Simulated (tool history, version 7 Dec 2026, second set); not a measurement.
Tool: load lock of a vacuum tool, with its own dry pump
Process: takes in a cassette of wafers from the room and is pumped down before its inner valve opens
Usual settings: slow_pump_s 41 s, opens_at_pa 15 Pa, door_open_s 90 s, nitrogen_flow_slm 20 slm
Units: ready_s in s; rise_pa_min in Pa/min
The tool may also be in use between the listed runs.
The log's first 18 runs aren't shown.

run	hour	slow_pump_s	opens_at_pa	door_open_s	nitrogen_flow_slm	hours that the pump has run since its overhaul	times that the door has closed on its seal	incoming humidity of the room's air, %	ready_s	rise_pa_min
19	1786.3	41	15	39	20	5704	5958	46.8	67.6	0.026
20	1917.1	41	15	39	20	5835	6091	45.5	67.9	0.025
21	2047.1	41	15	39	20	5965	6222	48.7	69.3	0.024
22	2163.1	41	15	39	20	6081	6339	44.6	68.1	0.022
23	2295.6	41	15	39	20	6213	6473	49.8	68.4	0.021
24	2375.9	22	15	49	6	6293	6554	44.8	54.0	0.033
25	2503.1	22	15	49	6	6421	6682	44.0	52.5	0.035
26	2592.9	49	17	26	6	6510	6773	44.4	73.7	0.025
27	2670.4	49	17	26	6	6588	6852	44.8	73.7	0.026
28	2794.7	41	15	26	20	6712	6977	43.9	69.5	0.018

Forecast run 29:
29	2922.8	41	15	176	29	6840	7106	45.7	?	?

ready_s: 68.2 s
rise_pa_min: 0.046 Pa/min
Without the tool's hidden state the same run would have given ready_s 68.2 s, rise_pa_min 0.046 Pa/min.
